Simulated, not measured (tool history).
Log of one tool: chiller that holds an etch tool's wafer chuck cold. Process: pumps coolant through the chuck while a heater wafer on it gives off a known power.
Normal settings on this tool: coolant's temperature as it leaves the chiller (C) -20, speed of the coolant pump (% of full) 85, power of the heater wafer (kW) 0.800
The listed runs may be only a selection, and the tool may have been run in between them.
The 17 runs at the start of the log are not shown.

run,hour,coolant's temperature as it leaves the chiller (C),speed of the coolant pump (% of full),power of the heater wafer (kW),hours since the coolant was changed and the channels were flushed,hours since the pump was overhauled,hours since the chiller's thermometer was calibrated,chuck's temperature once it has settled (C),how much warmer the coolant comes back (C)
18,343.0,-18,87,0.907,1022,860,455,-11.76,2.90
19,359.8,-22,98,0.800,1039,877,471,-17.01,2.22
20,387.8,-29,91,0.451,1067,905,499,-26.07,1.35
21,418.1,-29,91,0.451,1097,935,530,-26.27,1.35
22,439.0,-29,91,0.451,1118,956,551,-26.34,1.37
23,466.5,-29,91,0.451,1146,983,578,-25.99,1.38
24,491.8,-29,91,0.451,1171,1009,603,-26.16,1.40
25,504.3,-20,68,1.005,1183,1021,616,-11.28,4.27
26,531.7,-23,80,0.800,1211,1049,643,-17.05,2.83
27,544.1,-20,83,0.599,1223,1061,656,-15.75,1.98
28,572.0,-18,85,0.792,1251,1089,684,-12.38,2.53
29,600.8,-22,79,0.890,1280,1118,712,-15.36,3.16
30,618.3,-22,79,0.890,1297,1135,730,-15.28,3.17
31,639.6,-20,85,0.664,1319,1156,751,-15.40,2.17

Consider 3 possible next runs. They are alternatives, not a sequence: every one starts from the tool as it was left by run 31. What does each give?
A,660.5,-27,85,1.044,1340,1177,772,?,?
B,660.5,-21,85,0.800,1340,1177,772,?,?
C,660.5,-19,96,0.712,1340,1177,772,?,?

run,chuck's temperature once it has settled (C),how much warmer the coolant comes back (C)
A,-19.44,3.39
B,-15.36,2.66
C,-14.57,2.05
The same runs, with their run-to-run variation unchanged, on a tool lacking any hidden condition would have given:
run,chuck's temperature once it has settled (C),how much warmer the coolant comes back (C)
A,-19.71,3.32
B,-15.53,2.60
C,-14.68,2.01
